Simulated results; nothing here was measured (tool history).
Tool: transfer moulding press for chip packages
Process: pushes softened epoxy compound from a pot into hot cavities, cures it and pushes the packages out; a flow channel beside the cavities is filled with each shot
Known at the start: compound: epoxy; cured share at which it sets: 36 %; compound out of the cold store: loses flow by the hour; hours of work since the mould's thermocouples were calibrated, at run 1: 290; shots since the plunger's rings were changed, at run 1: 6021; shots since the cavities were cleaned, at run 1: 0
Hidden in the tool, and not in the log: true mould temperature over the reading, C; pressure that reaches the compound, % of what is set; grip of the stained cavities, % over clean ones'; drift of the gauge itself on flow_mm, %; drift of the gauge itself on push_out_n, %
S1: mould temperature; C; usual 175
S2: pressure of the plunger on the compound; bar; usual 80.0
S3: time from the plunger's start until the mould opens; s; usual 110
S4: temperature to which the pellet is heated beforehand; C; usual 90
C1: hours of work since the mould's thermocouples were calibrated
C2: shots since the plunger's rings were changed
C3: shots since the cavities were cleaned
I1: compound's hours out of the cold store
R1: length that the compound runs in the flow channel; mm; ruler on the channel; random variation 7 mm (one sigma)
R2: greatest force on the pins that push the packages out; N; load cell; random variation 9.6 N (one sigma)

run   hour   S1    S2   S3  S4   C1    C2   C3    I1   R1    R2
  1    0.0  175  80.0  110  90  290  6021    0  11.6  760   450
  2   15.2  175  96.8  110  90  299  6165  144  36.9  752   500
      38.3  -- plunger's sealing rings changed
  3   42.3  178  80.0  110  90  314    38  377  11.0  835   554
      64.6  -- cavities cleaned with cleaning compound and waxed
  4   65.9  178  80.0  110  90  328   247   13   9.0  840   409
  5   81.6  178  80.0  110  90  337   395  161  46.8  716   462
  6   94.6  178  80.0  110  90  345   518  284  30.7  765   501
  7  116.3  175  80.0  110  90  359   723  489  47.5  717   610
     126.9  -- cavities cleaned with cleaning compound and waxed
  8  137.5  175  80.0  110  90  371   910  101  14.2  827   485
     140.9  -- mould's thermocouples calibrated
  9  152.2  175  80.0  110  90    7  1030  221  20.0  806   528
 10  162.7  175  80.0  110  90   13  1129  320  14.0  829   584
 11  175.4  175  70.3  110  90   21  1248  439  29.4  721   610
 12  188.7  175  70.3  110  90   29  1374  565  24.3  723   649
     191.2  -- cavities cleaned with cleaning compound and waxed
 13  201.2  175  70.3   94  90   36  1478   94  34.8  702   586
 14  213.6  175  70.3   94  90   44  1596  212  20.2  738   681
 15  225.5  175  70.3   94  90   51  1708  324  37.3  683   716
     244.1  -- mould's thermocouples calibrated, once more
 16  249.7  175  70.3   94  90    3  1918  534  36.0  703   875
     255.8  -- cavities cleaned with cleaning compound and waxed
 17  275.9  175  70.3   94  90   19  2152  191  45.7  667   689
 18  288.0  182  80.0  110  90   26  2266  305  11.0  789   489
 19  305.7  182  80.0  110  92   37  2434  473  15.1  774   525
     318.1  -- cavities cleaned with cleaning compound and waxed
 20  324.7  176  71.5  110  90   48  2598   62  19.9  742   467
 21  341.1  169  73.8   94  81   58  2754  218  31.0  741  1138
 22  366.3  173  80.0  116  90   73  2992  456  11.7  837   663
     380.4  -- cavities cleaned with cleaning compound and waxed
 23  380.4  179  70.6   92  89   81  3111    0  47.1  638   457
 24  400.2  178  80.0  110  96   93  3299  188  42.2  689   492
 25  416.9  175  73.6  110  90  103  3457  346  31.5  694   612
 26  429.2  175  73.6  110  90  111  3573  462  28.7  711   673
     443.2  -- cavities cleaned with cleaning compound and waxed
 27  450.8  175  73.6  110  90  123  3763   72  31.9  693   477
 28  466.2  175  73.6  110  90  133  3908  217  34.3  691   556
 29  483.8  175  73.6  110  90  143  4074  383  17.7  752   651

How the hidden state differs across the entries between the runs, from the last listed run before each to the first after it:
Between runs 2 and 3: plunger's sealing rings changed (hour 38.3)
  true mould temperature over the reading, C: 0.56 -> 0.59; pressure that reaches the compound, % of what is set: 80 -> 99.41; grip of the stained cavities, % over clean ones': 19.1 -> 42.6
  measured less the result without the state, R1: -91 -> -5 mm; R2: +70 -> +160 N
Between runs 3 and 4: cavities cleaned with cleaning compound and waxed (hour 64.6)
  true mould temperature over the reading, C: 0.59 -> 0.63; pressure that reaches the compound, % of what is set: 99.41 -> 98.71; grip of the stained cavities, % over clean ones': 42.6 -> 4
  measured less the result without the state, R1: -5 -> -8 mm; R2: +160 -> +8 N
Between runs 7 and 8: cavities cleaned with cleaning compound and waxed (hour 126.9)
  true mould temperature over the reading, C: 0.7 -> 0.73; pressure that reaches the compound, % of what is set: 97.14 -> 96.59; grip of the stained cavities, % over clean ones': 51.3 -> 13.7
  measured less the result without the state, R1: -13 -> -17 mm; R2: +197 -> +43 N
Between runs 8 and 9: mould's thermocouples calibrated (hour 140.9)
  true mould temperature over the reading, C: 0.73 -> 1.1; pressure that reaches the compound, % of what is set: 96.59 -> 96.2; grip of the stained cavities, % over clean ones': 13.7 -> 26.7
  measured less the result without the state, R1: -17 -> -20 mm; R2: +43 -> +92 N
Between runs 12 and 13: cavities cleaned with cleaning compound and waxed (hour 191.2)
  true mould temperature over the reading, C: 1.15 -> 1.16; pressure that reaches the compound, % of what is set: 95.06 -> 94.73; grip of the stained cavities, % over clean ones': 56.8 -> 12.1
  measured less the result without the state, R1: -22 -> -23 mm; R2: +215 -> +25 N
Between runs 15 and 16: mould's thermocouples calibrated, once more (hour 244.1)
  true mould temperature over the reading, C: 1.2 -> -0.27; pressure that reaches the compound, % of what is set: 93.99 -> 93.29; grip of the stained cavities, % over clean ones': 37.3 -> 54.3
  measured less the result without the state, R1: -25 -> -23 mm; R2: +154 -> +319 N
Between runs 16 and 17: cavities cleaned with cleaning compound and waxed (hour 255.8)
  true mould temperature over the reading, C: -0.27 -> -0.24; pressure that reaches the compound, % of what is set: 93.29 -> 92.59; grip of the stained cavities, % over clean ones': 54.3 -> 25.3
  measured less the result without the state, R1: -23 -> -25 mm; R2: +319 -> +147 N
Between runs 19 and 20: cavities cleaned with cleaning compound and waxed (hour 318.1)
  true mould temperature over the reading, C: -0.19 -> -0.17; pressure that reaches the compound, % of what is set: 91.64 -> 91.08; grip of the stained cavities, % over clean ones': 50.5 -> 8.8
  measured less the result without the state, R1: -34 -> -35 mm; R2: +177 -> +41 N
Between runs 22 and 23: cavities cleaned with cleaning compound and waxed (hour 380.4)
  true mould temperature over the reading, C: -0.11 -> -0.09; pressure that reaches the compound, % of what is set: 89.86 -> 89.47; grip of the stained cavities, % over clean ones': 49 -> 2.6
  measured less the result without the state, R1: -45 -> -36 mm; R2: +222 -> +14 N
Between runs 26 and 27: cavities cleaned with cleaning compound and waxed (hour 443.2)
  true mould temperature over the reading, C: -0.02 -> 0.01; pressure that reaches the compound, % of what is set: 88.03 -> 87.42; grip of the stained cavities, % over clean ones': 50.4 -> 10.3
  measured less the result without the state, R1: -47 -> -48 mm; R2: +227 -> +45 N
